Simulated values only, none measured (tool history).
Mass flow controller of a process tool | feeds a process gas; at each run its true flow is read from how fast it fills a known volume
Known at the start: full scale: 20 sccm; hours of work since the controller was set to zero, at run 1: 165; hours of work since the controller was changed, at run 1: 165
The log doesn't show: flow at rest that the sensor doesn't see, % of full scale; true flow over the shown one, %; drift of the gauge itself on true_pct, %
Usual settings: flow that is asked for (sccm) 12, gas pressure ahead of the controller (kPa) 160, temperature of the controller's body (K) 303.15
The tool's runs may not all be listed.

run,day,flow that is asked for (sccm),gas pressure ahead of the controller (kPa),temperature of the controller's body (K),hours of work since the controller was set to zero,hours of work since the controller was changed,true flow (%)
1,0.000,12,160,303.15,165,165,99.58
2,4.050,12,160,303.15,222,222,99.62
3,7.346,12,160,303.15,269,269,99.46
4,9.412,11,160,303.15,299,299,99.34
5,11.962,12,256,303.15,335,335,99.94
6,15.896,12,256,303.15,391,391,99.90
7,20.521,12,160,303.15,457,457,99.55
8,23.375,12,160,303.15,497,497,99.63
9,25.621,12,143,303.15,529,529,99.43
10,30.392,12,158,303.15,597,597,99.53
11,32.554,12,160,303.15,628,628,99.49
12,35.521,12,160,303.15,670,670,99.59
13,39.421,12,160,303.15,726,726,99.61
14,44.058,12,160,303.15,792,792,99.51
15,48.717,20,160,303.15,858,858,100.50
16,52.025,12,160,310.15,905,905,100.31
17,54.992,12,160,303.15,947,947,99.58
18,59.950,12,160,303.15,1018,1018,99.66
19,64.312,12,160,303.15,1080,1080,99.67
20,68.054,12,160,303.15,1133,1133,99.61
21,70.796,12,160,303.15,1172,1172,99.74
22,74.046,12,160,303.15,1219,1219,99.59
23,76.700,2,160,303.15,1256,1256,98.13
24,81.400,12,160,303.15,1323,1323,99.74
25,85.962,6,160,311.15,1388,1388,100.05
26,88.471,15,190,294.15,1424,1424,99.07
27,90.550,15,190,294.15,1454,1454,99.21
28,93.062,9,226,301.15,1489,1489,99.48
29,98.129,9,226,301.15,1562,1562,99.44
30,102.125,9,262,299.15,1618,1618,99.32
31,105.808,9,262,299.15,1671,1671,99.31
# day 106.242: controller's zero set anew
32,109.296,9,262,299.15,43,1720,99.14
33,111.854,5,213,294.15,80,1757,97.82
34,114.896,12,176,308.15,123,1800,100.24
35,119.788,4,243,298.15,193,1870,98.15
36,123.033,17,243,297.15,239,1916,99.99
37,126.396,4,256,298.15,287,1964,98.25
38,130.129,14,256,300.15,340,2017,100.01
39,132.283,14,204,312.15,371,2047,101.10
# day 132.704: controller's zero set anew, once more
40,135.900,2,160,300.15,46,2099,98.56
41,140.854,3,160,301.15,116,2169,98.76
42,144.496,6,160,308.15,168,2221,99.97
43,148.571,6,182,308.15,226,2279,100.20
44,152.142,6,182,308.15,277,2330,100.06
45,155.917,6,182,308.15,330,2384,99.94
46,158.658,6,182,308.15,370,2423,100.00
47,163.712,3,182,308.15,442,2495,99.71

Forecast each of these 3 alternatives for the next run:
A,168.012,14,146,303.15,503,2556,?
B,168.012,13,160,303.15,503,2556,?
C,168.012,17,233,297.15,503,2556,?

run,true flow (%)
A,100.27
B,100.17
C,100.38
Without the tool's hidden state the same runs would have given:
run,true flow (%)
A,99.73
B,99.64
C,99.83
